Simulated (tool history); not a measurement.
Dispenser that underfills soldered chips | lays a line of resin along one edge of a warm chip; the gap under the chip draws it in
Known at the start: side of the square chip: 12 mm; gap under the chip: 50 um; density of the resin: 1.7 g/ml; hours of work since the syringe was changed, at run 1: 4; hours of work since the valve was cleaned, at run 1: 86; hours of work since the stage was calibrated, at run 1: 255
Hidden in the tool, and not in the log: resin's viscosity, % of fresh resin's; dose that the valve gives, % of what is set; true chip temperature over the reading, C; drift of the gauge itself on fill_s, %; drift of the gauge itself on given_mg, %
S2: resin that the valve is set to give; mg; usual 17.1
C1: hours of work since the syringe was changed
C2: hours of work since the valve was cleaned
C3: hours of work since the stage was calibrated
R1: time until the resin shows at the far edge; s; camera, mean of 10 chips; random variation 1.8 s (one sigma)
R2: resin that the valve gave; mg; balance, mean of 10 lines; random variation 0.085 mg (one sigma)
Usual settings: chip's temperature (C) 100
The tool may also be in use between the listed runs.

run 1 hour=0 | chip's_temperature_(C)=100 S2=17.1 | C1=4 C2=86 C3=255 | R1=228.9 R2=15.98
-- hour=3 new syringe of resin
run 2 hour=4.8 | chip's_temperature_(C)=95 S2=17.1 | C1=1 C2=89 C3=258 | R1=250.1 R2=16.21
-- hour=11.8 new syringe of resin
run 3 hour=15.3 | chip's_temperature_(C)=95 S2=17.1 | C1=2 C2=95 C3=265 | R1=275.2 R2=15.89
-- hour=20.8 new syringe of resin
run 4 hour=21.7 | chip's_temperature_(C)=101 S2=17.1 | C1=1 C2=99 C3=269 | R1=191.1 R2=16.01
run 5 hour=27.2 | chip's_temperature_(C)=100 S2=17.8 | C1=4 C2=103 C3=272 | R1=235.7 R2=16.4
-- hour=29.9 new syringe of resin
run 6 hour=37.5 | chip's_temperature_(C)=100 S2=20.7 | C1=5 C2=109 C3=279 | R1=240.5 R2=19.18
-- hour=39 new syringe of resin
run 7 hour=46.3 | chip's_temperature_(C)=111 S2=17.1 | C1=5 C2=115 C3=284 | R1=152.2 R2=15.71
-- hour=48 new syringe of resin
run 8 hour=53.8 | chip's_temperature_(C)=100 S2=17.1 | C1=4 C2=120 C3=289 | R1=235.9 R2=15.83
-- hour=56.5 new syringe of resin
-- hour=59.6 dispensing valve cleaned and set on the balance
run 9 hour=65.3 | chip's_temperature_(C)=96 S2=17.1 | C1=5 C2=4 C3=296 | R1=308.8 R2=17
-- hour=66.1 new syringe of resin
-- hour=74.6 new syringe of resin
run 10 hour=76.3 | chip's_temperature_(C)=100 S2=17.1 | C1=1 C2=10 C3=303 | R1=209.1 R2=16.99
run 11 hour=82.2 | chip's_temperature_(C)=100 S2=17.1 | C1=5 C2=14 C3=306 | R1=247.7 R2=17
-- hour=83.3 new syringe of resin
-- hour=92.2 new syringe of resin
run 12 hour=92.6 | chip's_temperature_(C)=100 S2=17.1 | C1=0 C2=21 C3=313 | R1=199.2 R2=16.79
run 13 hour=100.1 | chip's_temperature_(C)=100 S2=17.1 | C1=5 C2=26 C3=318 | R1=253.5 R2=16.84
-- hour=101 new syringe of resin
run 14 hour=108.3 | chip's_temperature_(C)=112 S2=17.1 | C1=5 C2=31 C3=323 | R1=141.2 R2=16.67
-- hour=109.7 new syringe of resin
run 15 hour=116.8 | chip's_temperature_(C)=112 S2=17.1 | C1=5 C2=36 C3=328 | R1=145.9 R2=16.68
-- hour=118.3 new syringe of resin
run 16 hour=123.9 | chip's_temperature_(C)=96 S2=18.1 | C1=4 C2=41 C3=333 | R1=278 R2=17.58
-- hour=127 new syringe of resin
run 17 hour=128.6 | chip's_temperature_(C)=113 S2=20.5 | C1=1 C2=43 C3=335 | R1=114.5 R2=19.84
-- hour=135.7 new syringe of resin
run 18 hour=139.1 | chip's_temperature_(C)=113 S2=20.5 | C1=2 C2=50 C3=342 | R1=124 R2=19.76
-- hour=144.8 new syringe of resin
run 19 hour=145.4 | chip's_temperature_(C)=113 S2=20.5 | C1=0 C2=54 C3=346 | R1=110 R2=19.73
run 20 hour=150 | chip's_temperature_(C)=108 S2=15.8 | C1=3 C2=57 C3=349 | R1=171.5 R2=15.23
-- hour=153.5 new syringe of resin
run 21 hour=159.4 | chip's_temperature_(C)=108 S2=15.8 | C1=4 C2=63 C3=355 | R1=173 R2=15.08
-- hour=162.5 new syringe of resin
run 22 hour=167 | chip's_temperature_(C)=108 S2=15.8 | C1=3 C2=68 C3=360 | R1=162.5 R2=15.16
-- hour=171.2 new syringe of resin
run 23 hour=175.7 | chip's_temperature_(C)=101 S2=16.6 | C1=3 C2=73 C3=365 | R1=221.6 R2=15.76

Forecast each of these 4 alternatives for the next run:
-- hour=179.9 new syringe of resin
run A hour=183 | chip's_temperature_(C)=100 S2=14.8 | C1=2 C2=78 C3=370 | R1=? R2=?
-- hour=179.9 new syringe of resin
run B hour=183 | chip's_temperature_(C)=106 S2=18.8 | C1=2 C2=78 C3=370 | R1=? R2=?
-- hour=179.9 new syringe of resin
run C hour=183 | chip's_temperature_(C)=99 S2=20.6 | C1=2 C2=78 C3=370 | R1=? R2=?
-- hour=179.9 new syringe of resin
run D hour=183 | chip's_temperature_(C)=87 S2=22 | C1=2 C2=78 C3=370 | R1=? R2=?

run=A R1=226.7 R2=14.01
run=B R1=162.6 R2=17.86
run=C R1=221.6 R2=19.54
run=D R1=383.3 R2=20.96
Without the tool's hidden state the same runs would have given:
run=A R1=184.1 R2=14.81
run=B R1=134.3 R2=18.88
run=C R1=183 R2=20.65
run=D R1=315.3 R2=22.15
